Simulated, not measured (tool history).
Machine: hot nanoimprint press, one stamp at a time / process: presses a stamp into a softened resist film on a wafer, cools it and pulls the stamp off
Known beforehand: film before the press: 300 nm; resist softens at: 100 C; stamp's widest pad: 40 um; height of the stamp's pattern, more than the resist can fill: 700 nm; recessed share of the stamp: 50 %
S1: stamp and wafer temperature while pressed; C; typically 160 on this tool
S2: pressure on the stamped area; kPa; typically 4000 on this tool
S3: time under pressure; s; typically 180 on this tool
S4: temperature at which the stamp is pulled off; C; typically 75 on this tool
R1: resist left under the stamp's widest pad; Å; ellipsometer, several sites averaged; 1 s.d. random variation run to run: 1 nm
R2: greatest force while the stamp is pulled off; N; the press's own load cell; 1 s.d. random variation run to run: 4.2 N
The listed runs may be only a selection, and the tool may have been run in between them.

run	day	S1	S2	S3	S4	R1	R2
1	0	160	4000	180	75	1437	197
2	2.3	160	4000	180	63	1432	233
3	5.075	160	4000	180	63	1412	248
4	6.342	160	4000	180	63	1408	247
5	8.917	160	4000	239	75	1263	236
6	10.2	160	4000	180	79	1401	232
7	11.483	160	2490	180	66	1690	276
8	14.517	153	3190	350	83	1710	193
9	16.704	153	3190	350	83	1659	199
10	18.792	153	3190	213	64	1944	265

Between the runs listed above, the log contained 2 entries, not reproduced here. Where in the sequence does each belong, and how does what the log doesn't record of the tool's condition differ from the listed run before to the listed run after?
After run 7, before run 8: stamp cleaned and given a new release coat (day 11.988); plate thermocouple calibrated (day 12.8)
  true temperature over the reading, C: 2.25 -> 0.1; pressure that arrives at the usual setting, %: 98.84 -> 98.48; grip of the stamp's worn release coat, % over a new coat's: 25.5 -> 5.1
  measured less the result without the state, R1: -118 -> +1 Å; R2: +52 -> +9 N
